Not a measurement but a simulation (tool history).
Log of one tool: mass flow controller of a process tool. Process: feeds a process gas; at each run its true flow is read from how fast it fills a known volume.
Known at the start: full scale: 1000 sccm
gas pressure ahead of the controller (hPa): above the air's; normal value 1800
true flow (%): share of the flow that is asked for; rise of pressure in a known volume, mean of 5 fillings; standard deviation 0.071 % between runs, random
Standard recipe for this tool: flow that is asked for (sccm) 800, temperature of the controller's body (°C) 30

run,hour,flow that is asked for (sccm),gas pressure ahead of the controller (hPa),temperature of the controller's body (°C),true flow (%)
1,0,800,1800,30,100.08
2,38.4,833,1800,30,100.2
3,116.1,833,1800,30,100.26
4,204.4,800,1800,30,100.21
5,244.2,800,1800,30,100.1
6,282.9,800,1800,30,100.03
7,363.2,800,1800,30,99.98
8,416,800,1800,30,100.01
9,455,800,1800,30,100.03
10,511.5,800,1800,38,100.81
11,549.4,800,1800,30,99.95
12,609.1,800,1800,30,99.92
13,661.6,800,1800,30,99.84
14,706.2,800,1800,30,99.86
15,781.1,800,1800,28,99.53
16,828.5,800,1800,30,99.9
17,874.3,800,1800,30,99.87
18,938.9,800,1800,30,99.89
19,992.3,800,1800,30,99.68
20,1042.6,800,1800,30,99.66
21,1120.1,800,1800,30,99.66
22,1159.7,800,1800,30,99.81
23,1231.1,104,2250,30,98.86
24,1312.9,572,2370,29,99.54
25,1385,572,2370,29,99.49
26,1424.6,572,2370,29,99.45
27,1514.6,572,2370,29,99.36
28,1556.9,170,1910,36,99.25
29,1624.7,170,1910,36,99.43
30,1682.2,170,1910,36,99.29
31,1724.2,129,1420,26,98.08
32,1763.1,129,1420,26,98.26
33,1839.7,656,2670,40,100.42
34,1884.8,656,2670,40,100.55
35,1939,953,1800,40,100.61
36,2012.4,800,1890,30,99.4
37,2079.1,800,1800,25,98.8
38,2161.9,800,1920,23,98.66
39,2226.2,954,1920,23,98.7
40,2289.8,409,1920,23,98
41,2361.7,409,1920,23,97.93
# hour 2415.7: gauge calibrated
42,2439.9,800,2320,29,100.26
43,2482.7,800,1800,24,99.62

Forecast each of these 5 alternatives for the next run:
A,2549.7,240,1470,32,?
B,2549.7,800,1800,26,?
C,2549.7,800,1800,27,?
D,2549.7,318,1800,23,?
E,2549.7,800,1730,21,?

run,true flow (%)
A,99.51
B,99.79
C,99.8
D,98.83
E,99.17
What these runs would have given with no unlogged condition in the tool:
run,true flow (%)
A,99.56
B,99.84
C,99.86
D,98.88
E,99.22
